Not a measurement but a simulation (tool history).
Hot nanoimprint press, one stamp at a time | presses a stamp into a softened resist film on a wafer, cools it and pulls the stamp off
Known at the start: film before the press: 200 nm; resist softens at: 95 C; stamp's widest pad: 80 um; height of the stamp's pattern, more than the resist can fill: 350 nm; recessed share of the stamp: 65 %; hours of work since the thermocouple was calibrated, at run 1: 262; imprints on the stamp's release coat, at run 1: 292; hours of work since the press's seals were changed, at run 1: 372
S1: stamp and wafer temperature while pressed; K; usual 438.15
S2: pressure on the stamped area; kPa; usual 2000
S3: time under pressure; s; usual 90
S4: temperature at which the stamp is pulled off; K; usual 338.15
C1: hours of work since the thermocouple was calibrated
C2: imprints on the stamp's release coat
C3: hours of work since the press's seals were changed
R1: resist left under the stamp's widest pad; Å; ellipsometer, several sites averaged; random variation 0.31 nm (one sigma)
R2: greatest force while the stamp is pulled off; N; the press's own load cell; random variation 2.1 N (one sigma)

{"run": 1, "day": 0.0, "S1": 438.15, "S2": 2000, "S3": 90, "S4": 338.15, "C1": 262, "C2": 292, "C3": 372, "R1": 862, "R2": 100}
{"run": 2, "day": 1.358, "S1": 438.15, "S2": 2000, "S3": 90, "S4": 338.15, "C1": 284, "C2": 413, "C3": 393, "R1": 869, "R2": 104}
{"run": 3, "day": 2.296, "S1": 438.15, "S2": 2000, "S3": 90, "S4": 338.15, "C1": 299, "C2": 496, "C3": 408, "R1": 871, "R2": 101}
{"run": 4, "day": 3.954, "S1": 438.15, "S2": 2000, "S3": 90, "S4": 338.15, "C1": 326, "C2": 644, "C3": 435, "R1": 873, "R2": 109}
{"run": 5, "day": 4.962, "S1": 438.15, "S2": 2000, "S3": 90, "S4": 338.15, "C1": 342, "C2": 733, "C3": 451, "R1": 873, "R2": 110}
{"run": 6, "day": 6.242, "S1": 438.15, "S2": 2000, "S3": 90, "S4": 338.15, "C1": 362, "C2": 847, "C3": 472, "R1": 877, "R2": 111}
{"run": 7, "day": 8.379, "S1": 438.15, "S2": 2000, "S3": 90, "S4": 338.15, "C1": 397, "C2": 1037, "C3": 506, "R1": 880, "R2": 117}
{"run": 8, "day": 10.254, "S1": 438.15, "S2": 2000, "S3": 70, "S4": 338.15, "C1": 427, "C2": 1204, "C3": 536, "R1": 967, "R2": 125}
{"run": 9, "day": 11.692, "S1": 438.15, "S2": 2000, "S3": 90, "S4": 338.15, "C1": 450, "C2": 1332, "C3": 560, "R1": 883, "R2": 118}
{"run": 10, "day": 13.283, "S1": 438.15, "S2": 2000, "S3": 90, "S4": 338.15, "C1": 476, "C2": 1473, "C3": 585, "R1": 888, "R2": 130}
{"run": 11, "day": 14.854, "S1": 438.15, "S2": 2000, "S3": 96, "S4": 338.15, "C1": 501, "C2": 1613, "C3": 610, "R1": 872, "R2": 131}
{"run": 12, "day": 16.671, "S1": 438.15, "S2": 2000, "S3": 96, "S4": 338.15, "C1": 530, "C2": 1774, "C3": 640, "R1": 868, "R2": 137}
{"run": 13, "day": 18.775, "S1": 438.15, "S2": 2000, "S3": 96, "S4": 338.15, "C1": 564, "C2": 1961, "C3": 673, "R1": 875, "R2": 146}
{"run": 14, "day": 20.088, "S1": 438.15, "S2": 2000, "S3": 90, "S4": 338.15, "C1": 585, "C2": 2078, "C3": 695, "R1": 897, "R2": 145}
{"day": 20.471, "done": "stamp cleaned and given a new release coat"}
{"day": 21.05, "done": "plate thermocouple calibrated"}
{"run": 15, "day": 21.708, "S1": 438.15, "S2": 2000, "S3": 90, "S4": 338.15, "C1": 11, "C2": 99, "C3": 715, "R1": 841, "R2": 94}
{"run": 16, "day": 22.729, "S1": 438.15, "S2": 2510, "S3": 49, "S4": 329.15, "C1": 27, "C2": 189, "C3": 731, "R1": 933, "R2": 118}
{"run": 17, "day": 24.45, "S1": 438.15, "S2": 2510, "S3": 102, "S4": 328.15, "C1": 55, "C2": 342, "C3": 759, "R1": 717, "R2": 118}
{"run": 18, "day": 26.396, "S1": 438.15, "S2": 2510, "S3": 102, "S4": 328.15, "C1": 86, "C2": 515, "C3": 790, "R1": 725, "R2": 126}
{"run": 19, "day": 28.525, "S1": 434.15, "S2": 2000, "S3": 53, "S4": 338.15, "C1": 120, "C2": 704, "C3": 824, "R1": 1224, "R2": 108}
{"day": 29.3, "done": "press's hydraulic seals changed and the load cell set to zero"}
{"run": 20, "day": 30.0, "S1": 446.15, "S2": 1630, "S3": 97, "S4": 323.15, "C1": 139, "C2": 806, "C3": 11, "R1": 606, "R2": 146}
{"run": 21, "day": 31.021, "S1": 446.15, "S2": 1630, "S3": 97, "S4": 323.15, "C1": 155, "C2": 897, "C3": 28, "R1": 601, "R2": 152}
{"run": 22, "day": 33.15, "S1": 446.15, "S2": 1630, "S3": 97, "S4": 323.15, "C1": 189, "C2": 1086, "C3": 62, "R1": 606, "R2": 160}
{"run": 23, "day": 35.004, "S1": 446.15, "S2": 1630, "S3": 97, "S4": 323.15, "C1": 219, "C2": 1251, "C3": 92, "R1": 607, "R2": 168}
{"run": 24, "day": 37.271, "S1": 438.15, "S2": 2000, "S3": 102, "S4": 329.15, "C1": 255, "C2": 1452, "C3": 128, "R1": 798, "R2": 155}
{"run": 25, "day": 39.383, "S1": 438.15, "S2": 2000, "S3": 90, "S4": 338.15, "C1": 289, "C2": 1640, "C3": 162, "R1": 841, "R2": 135}
{"run": 26, "day": 40.779, "S1": 438.15, "S2": 2000, "S3": 90, "S4": 338.15, "C1": 312, "C2": 1764, "C3": 185, "R1": 844, "R2": 133}
{"run": 27, "day": 42.433, "S1": 440.15, "S2": 2130, "S3": 82, "S4": 327.15, "C1": 338, "C2": 1911, "C3": 211, "R1": 763, "R2": 182}
{"run": 28, "day": 43.35, "S1": 450.15, "S2": 1440, "S3": 174, "S4": 343.15, "C1": 353, "C2": 1993, "C3": 226, "R1": 431, "R2": 124}
{"day": 44.742, "done": "stamp cleaned and given a new release coat"}
{"run": 29, "day": 45.104, "S1": 438.15, "S2": 1780, "S3": 96, "S4": 338.15, "C1": 377, "C2": 33, "C3": 250, "R1": 874, "R2": 94}

Forecast each of these 4 alternatives for the next run:
{"run": "A", "day": 46.942, "S1": 438.15, "S2": 2000, "S3": 144, "S4": 338.15, "C1": 407, "C2": 196, "C3": 280, "R1": "?", "R2": "?"}
{"run": "B", "day": 46.942, "S1": 441.15, "S2": 1780, "S3": 96, "S4": 338.15, "C1": 407, "C2": 196, "C3": 280, "R1": "?", "R2": "?"}
{"run": "C", "day": 46.942, "S1": 438.15, "S2": 1340, "S3": 90, "S4": 338.15, "C1": 407, "C2": 196, "C3": 280, "R1": "?", "R2": "?"}
{"run": "D", "day": 46.942, "S1": 446.15, "S2": 1780, "S3": 172, "S4": 338.15, "C1": 407, "C2": 196, "C3": 280, "R1": "?", "R2": "?"}

run=A R1=715 R2=96
run=B R1=758 R2=94
run=C R1=1038 R2=97
run=D R1=470 R2=94
Without the tool's hidden state the same runs would have given:
run=A R1=690 R2=90
run=B R1=734 R2=89
run=C R1=1008 R2=91
run=D R1=454 R2=89

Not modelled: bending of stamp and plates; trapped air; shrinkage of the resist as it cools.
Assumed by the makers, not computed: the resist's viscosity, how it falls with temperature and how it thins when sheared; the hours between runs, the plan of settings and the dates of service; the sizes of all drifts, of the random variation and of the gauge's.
